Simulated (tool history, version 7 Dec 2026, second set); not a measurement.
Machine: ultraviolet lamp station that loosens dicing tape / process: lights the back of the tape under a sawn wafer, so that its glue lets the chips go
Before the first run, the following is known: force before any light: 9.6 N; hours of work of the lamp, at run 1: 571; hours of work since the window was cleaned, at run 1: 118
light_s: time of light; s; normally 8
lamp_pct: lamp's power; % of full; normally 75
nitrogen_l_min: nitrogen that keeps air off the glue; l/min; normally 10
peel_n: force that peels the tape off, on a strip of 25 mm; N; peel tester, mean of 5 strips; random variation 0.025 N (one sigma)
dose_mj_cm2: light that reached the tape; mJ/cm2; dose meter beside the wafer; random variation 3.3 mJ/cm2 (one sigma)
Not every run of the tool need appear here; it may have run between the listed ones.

run	hour	light_s	lamp_pct	nitrogen_l_min	hours of work of the lamp	hours of work since the window was cleaned	peel_n	dose_mj_cm2
1	0.0	8	75	10	571	118	1.209	527
2	15.2	8	75	10	578	126	1.228	520
3	36.0	8	75	7	589	136	1.622	522
4	53.3	8	72	10	597	145	1.266	508
5	77.3	8	72	10	609	157	1.303	507
6	106.4	8	72	10	624	171	1.293	508
7	126.6	8	72	10	634	181	1.308	504
8	145.9	8	72	10	644	191	1.290	502
9	160.0	8	72	10	651	198	1.287	504
10	190.1	8	72	10	666	213	1.348	501
11	219.4	13	75	10	681	228	0.391	856
12	236.6	8	75	3	689	237	2.774	523
13	255.3	8	75	3	699	246	2.819	520
14	283.3	8	75	3	713	260	2.760	525
15	301.9	8	75	3	722	269	2.830	521
16	333.3	8	75	3	738	285	2.713	525
17	360.2	8	75	10	751	299	1.252	524
# hour 372.8: window cleaned of glue's vapour
18	376.0	8	75	10	759	2	1.232	519
19	401.9	8	75	10	772	15	1.150	520
20	416.6	8	75	3	780	22	2.799	525
21	447.0	8	75	3	795	37	2.742	529
22	478.6	13	94	14	811	53	0.144	1071
23	503.3	6	60	4	823	65	4.290	313
24	535.8	6	66	4	839	82	3.675	346
25	558.7	10	75	10	851	93	0.744	658
26	577.7	10	75	10	860	103	0.745	652
27	602.9	11	79	6	873	115	0.860	754
28	616.6	16	82	9	880	122	0.190	1136
29	639.5	6	82	9	891	134	1.884	430
30	662.4	6	82	9	903	145	1.896	431
31	681.9	5	72	7	913	155	3.274	315
32	705.8	5	75	10	925	167	2.575	326
33	738.0	5	75	10	941	183	2.591	326
34	759.4	8	93	10	952	194	0.752	653
35	792.4	7	75	9	968	211	1.685	458
36	825.7	5	84	3	985	227	3.920	367
37	850.2	11	75	10	997	240	0.570	716

Run 38 is up next; what results do you expect?
38	876.1	11	75	14	1010	253	?	?

Run 38 gave peel_n 0.426 N, dose_mj_cm2 722 mJ/cm2.
With no hidden state in the tool, this same run would have given peel_n 0.422 N, dose_mj_cm2 724 mJ/cm2.
